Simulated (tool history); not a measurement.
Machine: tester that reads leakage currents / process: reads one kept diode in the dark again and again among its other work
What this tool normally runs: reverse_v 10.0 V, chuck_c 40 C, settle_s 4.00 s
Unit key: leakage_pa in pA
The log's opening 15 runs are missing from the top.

| run | hour | reverse_v | chuck_c | settle_s | leakage_pa |
|---|---|---|---|---|---|
| 16 | 2087.5 | 10.0 | 40 | 1.70 | 886.53 |
| 17 | 2246.5 | 10.0 | 40 | 4.00 | 893.13 |
| 18 | 2339.5 | 17.4 | 40 | 4.00 | 1217.40 |
| 19 | 2526.1 | 17.4 | 40 | 4.00 | 1212.49 |
| 20 | 2658.3 | 17.4 | 40 | 4.00 | 1211.83 |
| 21 | 2815.4 | 10.2 | 31 | 4.00 | 463.08 |
| 22 | 2955.2 | 10.2 | 31 | 4.00 | 464.91 |
| 23 | 3133.7 | 10.2 | 31 | 4.00 | 463.57 |
| 24 | 3246.6 | 10.2 | 31 | 4.00 | 461.71 |
| 25 | 3393.6 | 5.7 | 34 | 4.00 | 418.90 |
| 26 | 3545.6 | 5.7 | 34 | 4.00 | 421.65 |
| 27 | 3723.6 | 15.0 | 42 | 4.00 | 1280.18 |
| 28 | 3850.5 | 15.0 | 42 | 4.00 | 1286.79 |
| 29 | 4034.8 | 10.0 | 25 | 4.00 | 289.32 |
| 30 | 4130.1 | 10.0 | 40 | 5.04 | 887.49 |
|  | 4227.1 | chuck's temperature calibrated |
| 31 | 4255.3 | 10.0 | 21 | 5.04 | 208.83 |
| 32 | 4415.9 | 10.0 | 21 | 5.04 | 208.30 |
|  | 4604.7 | probe card cleaned and baked |
| 33 | 4604.7 | 10.0 | 40 | 1.21 | 891.42 |
| 34 | 4727.4 | 10.0 | 40 | 1.21 | 891.07 |
| 35 | 4816.2 | 10.0 | 40 | 2.80 | 888.81 |
| 36 | 4998.7 | 10.0 | 40 | 4.38 | 884.70 |
| 37 | 5131.3 | 10.0 | 40 | 4.38 | 885.37 |
| 38 | 5281.0 | 4.7 | 21 | 4.00 | 137.61 |
| 39 | 5379.2 | 6.0 | 38 | 0.52 | 582.26 |

Below are 4 alternative next runs, each starting from the tool's condition after run 39. Predict each:
| A | 5518.0 | 15.0 | 40 | 0.66 | ? |
| B | 5518.0 | 10.0 | 40 | 0.94 | ? |
| C | 5518.0 | 15.8 | 38 | 0.52 | ? |
| D | 5518.0 | 6.0 | 47 | 3.47 | ? |

| run | leakage_pa |
|---|---|
| A | 1117.15 |
| B | 892.90 |
| C | 999.88 |
| D | 1097.95 |
Without the tool's unlogged condition, the same runs would have read:
| run | leakage_pa |
|---|---|
| A | 1116.28 |
| B | 892.20 |
| C | 999.08 |
| D | 1097.13 |
